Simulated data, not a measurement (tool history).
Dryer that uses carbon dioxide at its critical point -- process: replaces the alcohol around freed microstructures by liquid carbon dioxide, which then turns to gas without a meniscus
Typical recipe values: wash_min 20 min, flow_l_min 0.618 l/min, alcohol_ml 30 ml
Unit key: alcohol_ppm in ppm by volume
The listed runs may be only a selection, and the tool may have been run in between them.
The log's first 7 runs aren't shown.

{"run": 8, "hour": 102.6, "wash_min": 20, "flow_l_min": 0.618, "alcohol_ml": 73, "alcohol_ppm": 380}
{"run": 9, "hour": 121.1, "wash_min": 20, "flow_l_min": 0.618, "alcohol_ml": 73, "alcohol_ppm": 374}
{"run": 10, "hour": 138.4, "wash_min": 20, "flow_l_min": 0.618, "alcohol_ml": 73, "alcohol_ppm": 372}
{"run": 11, "hour": 149.1, "wash_min": 20, "flow_l_min": 0.618, "alcohol_ml": 73, "alcohol_ppm": 383}
{"run": 12, "hour": 169.1, "wash_min": 20, "flow_l_min": 0.618, "alcohol_ml": 30, "alcohol_ppm": 166}
{"run": 13, "hour": 189.8, "wash_min": 20, "flow_l_min": 0.618, "alcohol_ml": 30, "alcohol_ppm": 171}
{"run": 14, "hour": 209.3, "wash_min": 20, "flow_l_min": 0.618, "alcohol_ml": 30, "alcohol_ppm": 176}
{"run": 15, "hour": 219.3, "wash_min": 20, "flow_l_min": 0.618, "alcohol_ml": 30, "alcohol_ppm": 174}
{"run": 16, "hour": 235.5, "wash_min": 20, "flow_l_min": 0.395, "alcohol_ml": 30, "alcohol_ppm": 825}
{"run": 17, "hour": 244.8, "wash_min": 20, "flow_l_min": 0.395, "alcohol_ml": 30, "alcohol_ppm": 852}
{"run": 18, "hour": 259.3, "wash_min": 20, "flow_l_min": 0.395, "alcohol_ml": 30, "alcohol_ppm": 846}
{"run": 19, "hour": 272.5, "wash_min": 26, "flow_l_min": 0.758, "alcohol_ml": 96, "alcohol_ppm": 66}
{"run": 20, "hour": 284.6, "wash_min": 15, "flow_l_min": 0.921, "alcohol_ml": 69, "alcohol_ppm": 226}
{"run": 21, "hour": 295.3, "wash_min": 15, "flow_l_min": 0.921, "alcohol_ml": 69, "alcohol_ppm": 225}
{"run": 22, "hour": 309.2, "wash_min": 20, "flow_l_min": 0.473, "alcohol_ml": 26, "alcohol_ppm": 454}
{"run": 23, "hour": 319.3, "wash_min": 26, "flow_l_min": 0.816, "alcohol_ml": 26, "alcohol_ppm": 35}
{"run": 24, "hour": 328.5, "wash_min": 21, "flow_l_min": 0.396, "alcohol_ml": 26, "alcohol_ppm": 635}
{"run": 25, "hour": 347.2, "wash_min": 20, "flow_l_min": 0.725, "alcohol_ml": 86, "alcohol_ppm": 234}
{"run": 26, "hour": 359.6, "wash_min": 20, "flow_l_min": 0.725, "alcohol_ml": 86, "alcohol_ppm": 241}
{"run": 27, "hour": 376.0, "wash_min": 20, "flow_l_min": 0.725, "alcohol_ml": 86, "alcohol_ppm": 231}
{"run": 28, "hour": 394.4, "wash_min": 26, "flow_l_min": 0.752, "alcohol_ml": 30, "alcohol_ppm": 49}
{"run": 29, "hour": 405.5, "wash_min": 27, "flow_l_min": 0.659, "alcohol_ml": 78, "alcohol_ppm": 94}
{"run": 30, "hour": 414.9, "wash_min": 27, "flow_l_min": 0.659, "alcohol_ml": 78, "alcohol_ppm": 82}
{"run": 31, "hour": 433.7, "wash_min": 20, "flow_l_min": 1.047, "alcohol_ml": 30, "alcohol_ppm": 40}

Alternative continuations, all from the tool just after run 31; predict every row:
{"run": "A", "hour": 450.7, "wash_min": 20, "flow_l_min": 0.618, "alcohol_ml": 30, "alcohol_ppm": "?"}
{"run": "B", "hour": 450.7, "wash_min": 20, "flow_l_min": 0.617, "alcohol_ml": 30, "alcohol_ppm": "?"}
{"run": "C", "hour": 450.7, "wash_min": 31, "flow_l_min": 0.381, "alcohol_ml": 30, "alcohol_ppm": "?"}
{"run": "D", "hour": 450.7, "wash_min": 20, "flow_l_min": 0.819, "alcohol_ml": 24, "alcohol_ppm": "?"}
{"run": "E", "hour": 450.7, "wash_min": 31, "flow_l_min": 0.556, "alcohol_ml": 49, "alcohol_ppm": "?"}

run=A alcohol_ppm=199
run=B alcohol_ppm=203
run=C alcohol_ppm=229
run=D alcohol_ppm=56
run=E alcohol_ppm=80
With no hidden state in the tool, these same runs would have given:
run=A alcohol_ppm=133
run=B alcohol_ppm=137
run=C alcohol_ppm=156
run=D alcohol_ppm=16
run=E alcohol_ppm=35
